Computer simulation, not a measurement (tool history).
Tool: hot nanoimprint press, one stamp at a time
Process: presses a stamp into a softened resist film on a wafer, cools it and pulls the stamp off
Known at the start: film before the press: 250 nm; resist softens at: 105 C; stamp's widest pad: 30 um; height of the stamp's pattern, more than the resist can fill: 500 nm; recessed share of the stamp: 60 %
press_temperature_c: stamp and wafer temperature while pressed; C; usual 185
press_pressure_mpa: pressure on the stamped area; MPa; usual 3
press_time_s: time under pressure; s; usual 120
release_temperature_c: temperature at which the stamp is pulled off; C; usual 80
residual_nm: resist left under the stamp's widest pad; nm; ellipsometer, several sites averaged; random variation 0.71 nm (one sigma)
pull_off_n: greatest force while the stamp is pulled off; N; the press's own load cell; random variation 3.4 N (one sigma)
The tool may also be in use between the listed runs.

run	hour	press_temperature_c	press_pressure_mpa	press_time_s	release_temperature_c	residual_nm	pull_off_n
1	0	185	3	120	80	147.9	206
2	24.2	185	3.23	120	80	142.9	210
3	61.4	185	3	120	78	147.3	224
4	106.8	185	3.44	120	78	138.2	228
5	136	185	3.44	120	78	139.2	240
6	187.8	185	3.44	120	78	139.8	208
7	244.2	185	3.44	120	78	139.5	212
8	281.9	185	2.49	120	80	158.2	200
9	334.3	185	2.49	120	80	157.2	215
10	367	185	3	70	80	169.4	219
11	403.8	185	3	120	80	142.7	222
12	435.9	185	3	120	80	142.9	197
13	462.5	185	3	120	80	142.5	193
14	515.1	185	3	120	80	141.3	200
15	566.4	185	3	120	80	142.1	211
16	602.4	185	3	156	80	130.5	219
17	648	185	3	156	80	126.7	214
18	707.8	185	3	156	80	127.2	196
19	733.6	185	3	156	80	126.7	195
20	768	185	3	156	80	126.9	197
21	801	185	3	156	80	126.1	199
22	829	185	3	156	80	125.5	209
23	870.4	185	3	123	80	136.5	198
24	923.1	185	3	128	66	134.6	302
25	972.5	185	3	128	66	148	271
26	1029.5	180	2.49	128	66	184.9	285
27	1070.1	189	2.49	237	73	109	247
28	1112.2	185	3	62	86	177.8	186
29	1139.5	193	3.31	221	75	81.3	249
30	1173.2	185	1.84	107	80	182.1	230

Not shown: 7 entries that the log had between the listed runs. Between which runs, and how does the tool's hidden state differ before and after?
Between runs 5 and 6: stamp cleaned and given a new release coat (hour 172)
  true temperature over the reading, C: 0.76 -> 0.82; pressure that arrives at the usual setting, %: 96.45 -> 96.32; grip of the stamp's worn release coat, % over a new coat's: 13.2 -> 1
  measured less the result without the state, residual_nm: -1.7 -> -2 nm; pull_off_n: +24 -> -2 N
Between runs 10 and 11: press's hydraulic seals changed and the load cell set to zero (hour 388.4)
  true temperature over the reading, C: 1.08 -> 1.12; pressure that arrives at the usual setting, %: 95.83 -> 100.12; grip of the stamp's worn release coat, % over a new coat's: 11.9 -> 13.6
  measured less the result without the state, residual_nm: -3.3 -> -6.4 nm; pull_off_n: +18 -> +21 N
Between runs 11 and 12: stamp cleaned and given a new release coat (hour 433.4)
  true temperature over the reading, C: 1.12 -> 1.16; pressure that arrives at the usual setting, %: 100.12 -> 100.06; grip of the stamp's worn release coat, % over a new coat's: 13.6 -> 0.1
  measured less the result without the state, residual_nm: -6.4 -> -6.5 nm; pull_off_n: +21 -> -6 N
Between runs 16 and 17: plate thermocouple calibrated (hour 641.3)
  true temperature over the reading, C: 1.39 -> 1.95; pressure that arrives at the usual setting, %: 99.6 -> 99.49; grip of the stamp's worn release coat, % over a new coat's: 10.3 -> 12.9
  measured less the result without the state, residual_nm: -7.4 -> -10.3 nm; pull_off_n: +14 -> +15 N
Between runs 17 and 18: stamp cleaned and given a new release coat (hour 689.1)
  true temperature over the reading, C: 1.95 -> 2.03; pressure that arrives at the usual setting, %: 99.49 -> 99.34; grip of the stamp's worn release coat, % over a new coat's: 12.9 -> 1.1
  measured less the result without the state, residual_nm: -10.3 -> -10.7 nm; pull_off_n: +15 -> -8 N
Between runs 24 and 25: stamp cleaned and given a new release coat (hour 941.2); plate thermocouple calibrated, once more (hour 953.2)
  true temperature over the reading, C: 2.33 -> 0.05; pressure that arrives at the usual setting, %: 98.76 -> 98.64; grip of the stamp's worn release coat, % over a new coat's: 14.2 -> 1.7
  measured less the result without the state, residual_nm: -12 -> +0.6 nm; pull_off_n: +25 -> +5 N
